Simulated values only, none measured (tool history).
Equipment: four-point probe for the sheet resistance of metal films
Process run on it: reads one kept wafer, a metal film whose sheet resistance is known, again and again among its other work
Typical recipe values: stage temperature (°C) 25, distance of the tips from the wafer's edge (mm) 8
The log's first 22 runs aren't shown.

run      day  stage temperature (°C)  distance of the tips from the wafer's edge (mm)  touches since the probe head was changed  hours of work since the stage's thermometer was calibrated  sheet resistance as the instrument gives it (ohm/square)
 23   90.021                      21                                               58                                     25669                                                        1669                                                  0.053903
 24   94.446                      22                                                9                                     29504                                                        1747                                                  0.054462
 25   99.967                      20                                               14                                     34285                                                        1845                                                  0.054113
 26  104.971                      20                                               14                                     38620                                                        1933                                                  0.054131
     106.008  -- stage's thermometer calibrated
 27  110.421                      18                                                6                                     43323                                                          78                                                  0.055111
 28  113.442                      18                                               17                                     45941                                                         131                                                  0.054042
 29  118.875                      24                                                8                                     50648                                                         227                                                  0.054630
 30  123.758                      29                                               11                                     54878                                                         313                                                  0.054342
 31  126.875                      29                                               11                                     57574                                                         368                                                  0.054331
 32  132.112                      31                                               39                                     62113                                                         460                                                  0.053979
 33  137.012                      19                                               18                                     66358                                                         547                                                  0.054008
 34  139.704                      34                                               30                                     68690                                                         594                                                  0.054044
 35  143.388                      27                                                8                                     71879                                                         659                                                  0.054666

What if the next run were any one of these 3? Each begins from the tool's condition after run 35:
     146.267  -- new probe head fitted
  A  148.108                      25                                                9                                      1596                                                         742                                                         ?
     146.267  -- new probe head fitted
  B  148.108                      23                                                8                                      1596                                                         742                                                         ?
     146.267  -- new probe head fitted
  C  148.108                      25                                                8                                      1596                                                         742                                                         ?

run  sheet resistance as the instrument gives it (ohm/square)
  A                                                  0.054469
  B                                                  0.054618
  C                                                  0.054643
What these runs would have given with no unlogged condition in the tool:
run  sheet resistance as the instrument gives it (ohm/square)
  A                                                  0.054466
  B                                                  0.054616
  C                                                  0.054641
